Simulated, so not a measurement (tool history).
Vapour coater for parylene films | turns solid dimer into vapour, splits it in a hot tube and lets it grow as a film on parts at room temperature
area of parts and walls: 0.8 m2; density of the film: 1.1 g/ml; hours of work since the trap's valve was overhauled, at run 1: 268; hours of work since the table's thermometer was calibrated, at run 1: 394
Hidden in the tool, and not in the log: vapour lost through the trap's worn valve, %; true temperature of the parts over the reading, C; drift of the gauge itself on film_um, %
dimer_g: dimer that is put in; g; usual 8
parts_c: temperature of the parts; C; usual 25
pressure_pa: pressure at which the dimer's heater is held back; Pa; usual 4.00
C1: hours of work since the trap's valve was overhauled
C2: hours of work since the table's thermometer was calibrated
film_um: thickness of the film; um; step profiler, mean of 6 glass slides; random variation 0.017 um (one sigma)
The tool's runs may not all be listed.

run 1 hour=0.0 | dimer_g=8 parts_c=25 pressure_pa=4.00 | C1=268 C2=394 | film_um=6.29
run 2 hour=23.9 | dimer_g=8 parts_c=25 pressure_pa=4.00 | C1=288 C2=414 | film_um=6.28
run 3 hour=55.8 | dimer_g=8 parts_c=25 pressure_pa=7.03 | C1=315 C2=441 | film_um=5.47
run 4 hour=74.9 | dimer_g=8 parts_c=36 pressure_pa=4.00 | C1=331 C2=457 | film_um=3.95
run 5 hour=112.4 | dimer_g=8 parts_c=25 pressure_pa=4.00 | C1=363 C2=489 | film_um=6.27
run 6 hour=142.2 | dimer_g=8 parts_c=25 pressure_pa=4.00 | C1=388 C2=514 | film_um=6.27
run 7 hour=170.3 | dimer_g=8 parts_c=25 pressure_pa=4.00 | C1=412 C2=538 | film_um=6.29
run 8 hour=194.0 | dimer_g=8 parts_c=25 pressure_pa=4.00 | C1=432 C2=558 | film_um=6.28
run 9 hour=214.9 | dimer_g=8 parts_c=25 pressure_pa=4.00 | C1=449 C2=575 | film_um=6.29
-- hour=230.3 trap's valve overhauled
run 10 hour=258.2 | dimer_g=8 parts_c=25 pressure_pa=4.00 | C1=23 C2=609 | film_um=6.30
run 11 hour=286.4 | dimer_g=8 parts_c=25 pressure_pa=4.00 | C1=47 C2=632 | film_um=6.28
run 12 hour=326.9 | dimer_g=8 parts_c=25 pressure_pa=4.00 | C1=82 C2=667 | film_um=6.29
run 13 hour=369.0 | dimer_g=8 parts_c=25 pressure_pa=4.00 | C1=117 C2=702 | film_um=6.29
run 14 hour=390.2 | dimer_g=6 parts_c=23 pressure_pa=4.00 | C1=135 C2=720 | film_um=5.15
run 15 hour=431.3 | dimer_g=6 parts_c=23 pressure_pa=4.00 | C1=170 C2=755 | film_um=5.14
run 16 hour=471.4 | dimer_g=6 parts_c=23 pressure_pa=4.00 | C1=203 C2=788 | film_um=5.16
run 17 hour=511.7 | dimer_g=6 parts_c=23 pressure_pa=4.00 | C1=237 C2=822 | film_um=5.12
run 18 hour=536.0 | dimer_g=6 parts_c=23 pressure_pa=4.00 | C1=258 C2=843 | film_um=5.14
run 19 hour=564.7 | dimer_g=6 parts_c=23 pressure_pa=2.22 | C1=282 C2=867 | film_um=5.94
run 20 hour=603.3 | dimer_g=12 parts_c=25 pressure_pa=4.00 | C1=315 C2=900 | film_um=9.47
run 21 hour=643.7 | dimer_g=9 parts_c=25 pressure_pa=11.16 | C1=349 C2=934 | film_um=5.49
run 22 hour=665.0 | dimer_g=8 parts_c=26 pressure_pa=4.00 | C1=367 C2=952 | film_um=6.04

Forecast each of these 4 alternatives for the next run:
run A hour=691.8 | dimer_g=8 parts_c=26 pressure_pa=4.00 | C1=389 C2=974 | film_um=?
run B hour=691.8 | dimer_g=13 parts_c=24 pressure_pa=4.00 | C1=389 C2=974 | film_um=?
run C hour=691.8 | dimer_g=8 parts_c=31 pressure_pa=4.00 | C1=389 C2=974 | film_um=?
run D hour=691.8 | dimer_g=8 parts_c=25 pressure_pa=4.00 | C1=389 C2=974 | film_um=?

run=A film_um=6.04
run=B film_um=10.66
run=C film_um=4.88
run=D film_um=6.32
Without the tool's hidden state the same runs would have given:
run=A film_um=6.04
run=B film_um=10.67
run=C film_um=4.88
run=D film_um=6.32
